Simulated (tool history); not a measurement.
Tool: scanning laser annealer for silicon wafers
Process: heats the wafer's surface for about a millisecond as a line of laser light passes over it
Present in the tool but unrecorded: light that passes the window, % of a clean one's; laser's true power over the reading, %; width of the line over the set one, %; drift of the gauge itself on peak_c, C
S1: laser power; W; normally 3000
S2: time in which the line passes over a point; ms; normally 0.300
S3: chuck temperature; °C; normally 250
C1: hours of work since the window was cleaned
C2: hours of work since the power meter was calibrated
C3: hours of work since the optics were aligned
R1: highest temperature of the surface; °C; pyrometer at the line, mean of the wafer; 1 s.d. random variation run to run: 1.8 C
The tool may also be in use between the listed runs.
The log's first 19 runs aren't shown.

{"run": 20, "day": 7.562, "S1": 3000, "S2": 0.3, "S3": 250, "C1": 43, "C2": 435, "C3": 251, "R1": 987}
{"run": 21, "day": 8.058, "S1": 2864, "S2": 0.315, "S3": 268, "C1": 51, "C2": 443, "C3": 259, "R1": 980}
{"run": 22, "day": 8.442, "S1": 2864, "S2": 0.315, "S3": 290, "C1": 57, "C2": 449, "C3": 265, "R1": 1004}
{"run": 23, "day": 8.808, "S1": 3113, "S2": 0.3, "S3": 269, "C1": 63, "C2": 455, "C3": 271, "R1": 1043}
{"run": 24, "day": 9.304, "S1": 2861, "S2": 0.378, "S3": 283, "C1": 71, "C2": 463, "C3": 279, "R1": 1057}
{"run": 25, "day": 9.721, "S1": 2861, "S2": 0.378, "S3": 283, "C1": 78, "C2": 469, "C3": 286, "R1": 1058}
{"run": 26, "day": 10.112, "S1": 2713, "S2": 0.264, "S3": 250, "C1": 84, "C2": 476, "C3": 292, "R1": 859}
{"run": 27, "day": 10.554, "S1": 3251, "S2": 0.264, "S3": 250, "C1": 91, "C2": 483, "C3": 299, "R1": 1023}
{"run": 28, "day": 11.017, "S1": 3122, "S2": 0.303, "S3": 279, "C1": 99, "C2": 490, "C3": 306, "R1": 1061}
{"run": 29, "day": 11.579, "S1": 2732, "S2": 0.3, "S3": 250, "C1": 108, "C2": 499, "C3": 316, "R1": 902}
{"run": 30, "day": 11.912, "S1": 2732, "S2": 0.3, "S3": 250, "C1": 113, "C2": 505, "C3": 321, "R1": 903}
{"run": 31, "day": 12.254, "S1": 2588, "S2": 0.367, "S3": 246, "C1": 118, "C2": 510, "C3": 326, "R1": 917}
{"run": 32, "day": 12.579, "S1": 3187, "S2": 0.359, "S3": 241, "C1": 124, "C2": 515, "C3": 332, "R1": 1115}
{"run": 33, "day": 12.888, "S1": 2589, "S2": 0.359, "S3": 241, "C1": 129, "C2": 520, "C3": 337, "R1": 905}
{"run": 34, "day": 13.308, "S1": 2589, "S2": 0.359, "S3": 261, "C1": 135, "C2": 527, "C3": 343, "R1": 926}
{"run": 35, "day": 13.821, "S1": 3089, "S2": 0.359, "S3": 290, "C1": 144, "C2": 535, "C3": 352, "R1": 1130}
{"run": 36, "day": 14.233, "S1": 3291, "S2": 0.3, "S3": 228, "C1": 150, "C2": 542, "C3": 358, "R1": 1064}
{"run": 37, "day": 14.738, "S1": 3291, "S2": 0.3, "S3": 228, "C1": 158, "C2": 550, "C3": 366, "R1": 1063}
{"run": 38, "day": 15.05, "S1": 3151, "S2": 0.377, "S3": 242, "C1": 163, "C2": 555, "C3": 371, "R1": 1122}
{"run": 39, "day": 15.288, "S1": 3058, "S2": 0.331, "S3": 220, "C1": 167, "C2": 559, "C3": 375, "R1": 1015}
{"run": 40, "day": 15.733, "S1": 2676, "S2": 0.236, "S3": 250, "C1": 174, "C2": 566, "C3": 382, "R1": 815}

Predict each of these 5 candidate next runs independently; none follows another, all start after run 40:
{"run": "A", "day": 16.067, "S1": 2676, "S2": 0.334, "S3": 250, "C1": 180, "C2": 571, "C3": 388, "R1": "?"}
{"run": "B", "day": 16.067, "S1": 2844, "S2": 0.248, "S3": 262, "C1": 180, "C2": 571, "C3": 388, "R1": "?"}
{"run": "C", "day": 16.067, "S1": 2616, "S2": 0.32, "S3": 235, "C1": 180, "C2": 571, "C3": 388, "R1": "?"}
{"run": "D", "day": 16.067, "S1": 2868, "S2": 0.272, "S3": 266, "C1": 180, "C2": 571, "C3": 388, "R1": "?"}
{"run": "E", "day": 16.067, "S1": 3204, "S2": 0.301, "S3": 237, "C1": 180, "C2": 571, "C3": 388, "R1": "?"}

run=A R1=919
run=B R1=888
run=C R1=867
run=D R1=929
run=E R1=1044
With no hidden state in the tool, these same runs would have given:
run=A R1=920
run=B R1=888
run=C R1=868
run=D R1=929
run=E R1=1045
